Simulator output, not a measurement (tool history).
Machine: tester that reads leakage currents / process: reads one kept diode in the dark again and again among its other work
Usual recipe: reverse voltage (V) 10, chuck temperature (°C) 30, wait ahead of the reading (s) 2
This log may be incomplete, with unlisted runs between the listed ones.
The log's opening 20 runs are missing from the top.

run     day  reverse voltage (V)  chuck temperature (°C)  wait ahead of the reading (s)  hours of work since the probe card was cleaned  hours of work since the tester was calibrated  hours of work since the chuck was calibrated  current that the tester gives (pA)
 21  21.771                 19.5                      30                           0.48                                             265                                            265                                           676                              561.41
 22  22.721                   10                      49                              2                                             276                                            276                                           687                             1930.65
 23  23.642                 14.8                      22                           0.41                                             286                                            286                                           698                              253.47
 24   24.35                 14.8                      25                           3.67                                             294                                            294                                           706                              329.55
 25  25.158                  2.7                      30                           0.85                                             304                                            304                                           715                              250.73
 26  25.825                   10                      30                           2.49                                             311                                            311                                           723                              427.65
 27    26.5                  8.5                      30                              2                                             319                                            319                                           730                              403.01
 28  27.983                  1.5                      52                           5.46                                             336                                            336                                           747                             1133.31
 29  29.154                  1.5                      52                           5.46                                             350                                            350                                           761                                1129
 30  29.975                  1.1                      52                           1.44                                             359                                            359                                           770                              997.84
 31  30.588                   10                      40                              2                                             366                                            366                                           777                              974.01
 32  31.517                   10                      40                              2                                             377                                            377                                           788                              980.78
 33  32.917                  5.1                      27                           0.81                                             393                                            393                                           804                              258.25
 34  34.025                  1.8                      27                           4.06                                             405                                            405                                           816                              167.97

Alternative continuations, all from the tool just after run 34; predict every row:
  A  34.712                 12.2                      31                           4.06                                             413                                            413                                           824                                   ?
  B  34.712                    3                      35                           5.97                                             413                                            413                                           824                                   ?
  C  34.712                  1.8                      27                           0.83                                             413                                            413                                           824                                   ?
  D  34.712                  1.2                      30                              2                                             413                                            413                                           824                                   ?
  E  34.712                  1.1                      26                           6.93                                             413                                            413                                           824                                   ?

run  current that the tester gives (pA)
  A                              518.31
  B                              406.42
  C                              168.37
  D                              184.89
  E                              126.43
Stripped of hidden state, with their random variation kept, the same runs would have yielded:
run  current that the tester gives (pA)
  A                              444.04
  B                               350.5
  C                              144.02
  D                              158.71
  E                              108.06
